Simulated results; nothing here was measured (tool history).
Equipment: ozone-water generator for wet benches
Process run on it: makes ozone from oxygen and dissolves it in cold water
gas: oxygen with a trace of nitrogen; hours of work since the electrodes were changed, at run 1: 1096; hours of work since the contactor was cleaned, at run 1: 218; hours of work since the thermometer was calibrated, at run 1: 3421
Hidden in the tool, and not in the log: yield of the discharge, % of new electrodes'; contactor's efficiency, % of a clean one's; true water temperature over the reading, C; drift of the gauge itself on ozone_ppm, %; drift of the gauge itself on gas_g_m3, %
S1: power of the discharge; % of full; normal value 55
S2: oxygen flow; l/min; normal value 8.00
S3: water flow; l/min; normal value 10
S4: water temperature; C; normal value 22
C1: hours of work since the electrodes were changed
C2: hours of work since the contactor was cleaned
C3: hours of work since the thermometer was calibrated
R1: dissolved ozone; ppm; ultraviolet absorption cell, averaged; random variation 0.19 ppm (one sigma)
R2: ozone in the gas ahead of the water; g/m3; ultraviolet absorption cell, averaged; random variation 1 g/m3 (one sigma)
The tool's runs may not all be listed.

{"run": 1, "hour": 0.0, "S1": 55, "S2": 8.0, "S3": 10, "S4": 22, "C1": 1096, "C2": 218, "C3": 3421, "R1": 26.7, "R2": 175.5}
{"run": 2, "hour": 108.7, "S1": 55, "S2": 8.0, "S3": 10, "S4": 22, "C1": 1162, "C2": 284, "C3": 3487, "R1": 26.6, "R2": 175.6}
{"run": 3, "hour": 252.8, "S1": 55, "S2": 8.0, "S3": 10, "S4": 22, "C1": 1250, "C2": 372, "C3": 3575, "R1": 26.7, "R2": 175.8}
{"hour": 348.5, "done": "water thermometer calibrated"}
{"run": 4, "hour": 402.8, "S1": 55, "S2": 8.0, "S3": 10, "S4": 22, "C1": 1341, "C2": 463, "C3": 33, "R1": 26.6, "R2": 173.0}
{"run": 5, "hour": 551.9, "S1": 55, "S2": 8.0, "S3": 10, "S4": 22, "C1": 1432, "C2": 554, "C3": 124, "R1": 27.1, "R2": 174.1}
{"run": 6, "hour": 708.8, "S1": 55, "S2": 8.0, "S3": 10, "S4": 22, "C1": 1527, "C2": 649, "C3": 219, "R1": 26.7, "R2": 173.5}
{"run": 7, "hour": 877.0, "S1": 55, "S2": 8.0, "S3": 10, "S4": 22, "C1": 1629, "C2": 751, "C3": 321, "R1": 26.8, "R2": 172.0}
{"run": 8, "hour": 974.2, "S1": 57, "S2": 8.0, "S3": 10, "S4": 22, "C1": 1688, "C2": 810, "C3": 380, "R1": 27.4, "R2": 179.5}
{"run": 9, "hour": 1113.9, "S1": 55, "S2": 8.0, "S3": 10, "S4": 22, "C1": 1773, "C2": 895, "C3": 465, "R1": 26.9, "R2": 173.7}
{"run": 10, "hour": 1194.0, "S1": 55, "S2": 8.0, "S3": 10, "S4": 22, "C1": 1822, "C2": 944, "C3": 514, "R1": 26.4, "R2": 172.5}
{"run": 11, "hour": 1291.6, "S1": 55, "S2": 8.0, "S3": 10, "S4": 22, "C1": 1881, "C2": 1003, "C3": 573, "R1": 26.9, "R2": 174.4}
{"run": 12, "hour": 1402.3, "S1": 55, "S2": 8.0, "S3": 10, "S4": 22, "C1": 1949, "C2": 1071, "C3": 641, "R1": 26.3, "R2": 175.4}
{"run": 13, "hour": 1533.3, "S1": 55, "S2": 8.0, "S3": 6, "S4": 22, "C1": 2028, "C2": 1150, "C3": 720, "R1": 35.0, "R2": 171.3}
{"run": 14, "hour": 1652.9, "S1": 55, "S2": 8.0, "S3": 6, "S4": 22, "C1": 2101, "C2": 1223, "C3": 793, "R1": 35.0, "R2": 172.1}
{"run": 15, "hour": 1753.5, "S1": 55, "S2": 8.0, "S3": 6, "S4": 22, "C1": 2162, "C2": 1284, "C3": 854, "R1": 35.0, "R2": 172.5}
{"run": 16, "hour": 1919.5, "S1": 55, "S2": 6.08, "S3": 10, "S4": 22, "C1": 2263, "C2": 1385, "C3": 955, "R1": 26.9, "R2": 190.9}
{"run": 17, "hour": 2049.6, "S1": 56, "S2": 6.13, "S3": 13, "S4": 20, "C1": 2342, "C2": 1464, "C3": 1034, "R1": 23.6, "R2": 191.3}
{"run": 18, "hour": 2161.2, "S1": 56, "S2": 6.13, "S3": 13, "S4": 20, "C1": 2410, "C2": 1532, "C3": 1102, "R1": 23.5, "R2": 192.0}
{"run": 19, "hour": 2237.6, "S1": 55, "S2": 8.05, "S3": 7, "S4": 18, "C1": 2457, "C2": 1579, "C3": 1149, "R1": 36.3, "R2": 172.4}
{"run": 20, "hour": 2353.6, "S1": 55, "S2": 5.16, "S3": 12, "S4": 14, "C1": 2527, "C2": 1649, "C3": 1219, "R1": 27.3, "R2": 201.5}
{"run": 21, "hour": 2508.7, "S1": 55, "S2": 5.16, "S3": 12, "S4": 14, "C1": 2621, "C2": 1743, "C3": 1313, "R1": 27.4, "R2": 199.0}
{"run": 22, "hour": 2647.3, "S1": 55, "S2": 5.16, "S3": 12, "S4": 14, "C1": 2706, "C2": 1828, "C3": 1398, "R1": 27.4, "R2": 197.6}
{"run": 23, "hour": 2798.2, "S1": 69, "S2": 8.0, "S3": 10, "S4": 19, "C1": 2797, "C2": 1919, "C3": 1490, "R1": 34.9, "R2": 209.9}
{"run": 24, "hour": 2954.0, "S1": 75, "S2": 7.75, "S3": 10, "S4": 17, "C1": 2892, "C2": 2014, "C3": 1584, "R1": 39.4, "R2": 228.7}
{"run": 25, "hour": 3043.8, "S1": 75, "S2": 9.44, "S3": 7, "S4": 14, "C1": 2947, "C2": 2069, "C3": 1639, "R1": 51.2, "R2": 211.3}
{"run": 26, "hour": 3153.4, "S1": 79, "S2": 8.0, "S3": 9, "S4": 22, "C1": 3013, "C2": 2135, "C3": 1705, "R1": 39.0, "R2": 234.7}
{"run": 27, "hour": 3258.1, "S1": 55, "S2": 6.26, "S3": 7, "S4": 15, "C1": 3077, "C2": 2199, "C3": 1769, "R1": 39.8, "R2": 184.9}
{"run": 28, "hour": 3329.4, "S1": 55, "S2": 6.3, "S3": 14, "S4": 22, "C1": 3120, "C2": 2242, "C3": 1812, "R1": 20.8, "R2": 185.1}
{"run": 29, "hour": 3405.8, "S1": 55, "S2": 14.18, "S3": 10, "S4": 22, "C1": 3167, "C2": 2289, "C3": 1859, "R1": 24.7, "R2": 140.4}
{"run": 30, "hour": 3481.2, "S1": 55, "S2": 7.88, "S3": 10, "S4": 21, "C1": 3213, "C2": 2335, "C3": 1905, "R1": 27.4, "R2": 172.5}
{"run": 31, "hour": 3576.0, "S1": 94, "S2": 7.88, "S3": 7, "S4": 21, "C1": 3270, "C2": 2392, "C3": 1962, "R1": 54.5, "R2": 278.7}
{"run": 32, "hour": 3686.7, "S1": 59, "S2": 11.65, "S3": 9, "S4": 22, "C1": 3338, "C2": 2460, "C3": 2030, "R1": 28.7, "R2": 159.4}

Consider 4 possible next runs. They are alternatives, not a sequence: every one starts from the tool as it was left by run 32. What does each give?
{"run": "A", "hour": 3831.0, "S1": 55, "S2": 12.74, "S3": 7, "S4": 28, "C1": 3425, "C2": 2547, "C3": 2117, "R1": "?", "R2": "?"}
{"run": "B", "hour": 3831.0, "S1": 47, "S2": 8.0, "S3": 10, "S4": 22, "C1": 3425, "C2": 2547, "C3": 2117, "R1": "?", "R2": "?"}
{"run": "C", "hour": 3831.0, "S1": 57, "S2": 11.65, "S3": 7, "S4": 25, "C1": 3425, "C2": 2547, "C3": 2117, "R1": "?", "R2": "?"}
{"run": "D", "hour": 3831.0, "S1": 70, "S2": 4.38, "S3": 8, "S4": 22, "C1": 3425, "C2": 2547, "C3": 2117, "R1": "?", "R2": "?"}

run=A R1=25.4 R2=145.7
run=B R1=23.0 R2=146.8
run=C R1=29.0 R2=153.9
run=D R1=39.4 R2=258.3
What these runs would have given with no unlogged condition in the tool:
run=A R1=25.4 R2=149.4
run=B R1=23.1 R2=150.5
run=C R1=29.0 R2=157.9
run=D R1=39.4 R2=264.9
